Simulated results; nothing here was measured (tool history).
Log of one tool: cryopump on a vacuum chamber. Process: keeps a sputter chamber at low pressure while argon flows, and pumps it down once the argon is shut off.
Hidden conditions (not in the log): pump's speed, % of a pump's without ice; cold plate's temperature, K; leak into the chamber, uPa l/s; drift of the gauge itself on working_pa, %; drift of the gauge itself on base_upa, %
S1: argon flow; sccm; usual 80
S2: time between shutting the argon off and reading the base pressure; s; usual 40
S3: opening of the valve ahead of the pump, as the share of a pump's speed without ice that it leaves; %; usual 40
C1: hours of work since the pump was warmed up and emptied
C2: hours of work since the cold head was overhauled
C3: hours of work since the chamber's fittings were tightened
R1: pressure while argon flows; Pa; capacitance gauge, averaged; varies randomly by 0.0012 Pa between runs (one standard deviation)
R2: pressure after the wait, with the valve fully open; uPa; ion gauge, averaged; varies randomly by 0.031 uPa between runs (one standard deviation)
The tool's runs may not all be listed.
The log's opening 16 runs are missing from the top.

Run 17, hour 217.2: usual settings; C1 269; C2 753; C3 1039. Result: R1 0.2773 Pa, R2 1.91 uPa.
Run 18, hour 227.0: usual settings; C1 277; C2 761; C3 1047. Result: R1 0.2796 Pa, R2 1.92 uPa.
Run 19, hour 240.1: usual settings but S3 54 %; C1 288; C2 772; C3 1058. Result: R1 0.2104 Pa, R2 1.88 uPa.
Run 20, hour 248.5: usual settings but S1 63 sccm, S2 130 s, S3 27 %; C1 295; C2 779; C3 1065. Result: R1 0.3203 Pa, R2 1.01 uPa.
Run 21, hour 260.9: usual settings but S1 63 sccm, S2 130 s, S3 27 %; C1 305; C2 789; C3 1075. Result: R1 0.3205 Pa, R2 0.97 uPa.
Run 22, hour 274.7: usual settings but S1 68 sccm; C1 316; C2 800; C3 1087. Result: R1 0.2394 Pa, R2 1.90 uPa.
Run 23, hour 286.5: usual settings but S1 68 sccm, S2 28 s; C1 326; C2 810; C3 1096. Result: R1 0.2384 Pa, R2 2.61 uPa.
Run 24, hour 299.1: usual settings but S1 93 sccm, S2 294 s; C1 336; C2 820; C3 1107. Result: R1 0.3283 Pa, R2 0.75 uPa.
Run 25, hour 313.5: usual settings but S1 95 sccm, S2 264 s; C1 348; C2 832; C3 1119. Result: R1 0.3363 Pa, R2 0.81 uPa.
Run 26, hour 324.0: usual settings but S1 115 sccm, S2 229 s; C1 357; C2 841; C3 1127. Result: R1 0.4067 Pa, R2 0.83 uPa.

Predict the results of run 27:
Run 27, hour 333.3: usual settings but S1 115 sccm, S2 229 s; C1 365; C2 848; C3 1135. Result: R1 ?, R2 ?.

Run 27 yielded R1 0.4106 Pa, R2 0.82 uPa.
Without the tool's hidden state the same run would have given R1 0.3845 Pa, R2 0.47 uPa.
